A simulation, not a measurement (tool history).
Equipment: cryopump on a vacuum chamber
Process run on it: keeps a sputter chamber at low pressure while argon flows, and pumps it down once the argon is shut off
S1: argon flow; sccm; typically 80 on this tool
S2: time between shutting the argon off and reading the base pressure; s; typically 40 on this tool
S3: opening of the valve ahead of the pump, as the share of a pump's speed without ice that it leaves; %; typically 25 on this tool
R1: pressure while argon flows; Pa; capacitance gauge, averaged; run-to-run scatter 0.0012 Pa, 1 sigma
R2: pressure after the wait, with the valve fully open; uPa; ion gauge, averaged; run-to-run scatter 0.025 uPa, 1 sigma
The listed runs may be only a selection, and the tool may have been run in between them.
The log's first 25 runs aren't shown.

| run | day | S1 | S2 | S3 | R1 | R2 |
|---|---|---|---|---|---|---|
| 26 | 77.458 | 80 | 109 | 25 | 0.2726 | 0.90 |
| 27 | 80.304 | 34 | 35 | 18 | 0.1612 | 1.59 |
|  | 82.942 | leaking fittings of the chamber tightened, without venting |
| 28 | 84.421 | 80 | 85 | 28 | 0.2475 | 0.61 |
| 29 | 86.508 | 36 | 87 | 19 | 0.1647 | 0.59 |
| 30 | 89.296 | 36 | 87 | 19 | 0.1633 | 0.64 |
|  | 91.783 | pump warmed up, emptied and cooled again |
| 31 | 92.912 | 155 | 40 | 49 | 0.2665 | 0.99 |
| 32 | 96.429 | 55 | 269 | 25 | 0.1886 | 0.36 |
| 33 | 98.125 | 55 | 269 | 25 | 0.1879 | 0.32 |

Branching from run 33: 3 alternative next runs. What would each branch give?
| A | 101.138 | 80 | 32 | 25 | ? | ? |
| B | 101.138 | 90 | 269 | 25 | ? | ? |
| C | 101.138 | 99 | 73 | 53 | ? | ? |

| run | R1 | R2 |
|---|---|---|
| A | 0.2724 | 1.22 |
| B | 0.3064 | 0.36 |
| C | 0.1633 | 0.67 |
With no hidden state in the tool, these same runs would have given:
| run | R1 | R2 |
|---|---|---|
| A | 0.2663 | 1.15 |
| B | 0.2995 | 0.29 |
| C | 0.1557 | 0.60 |
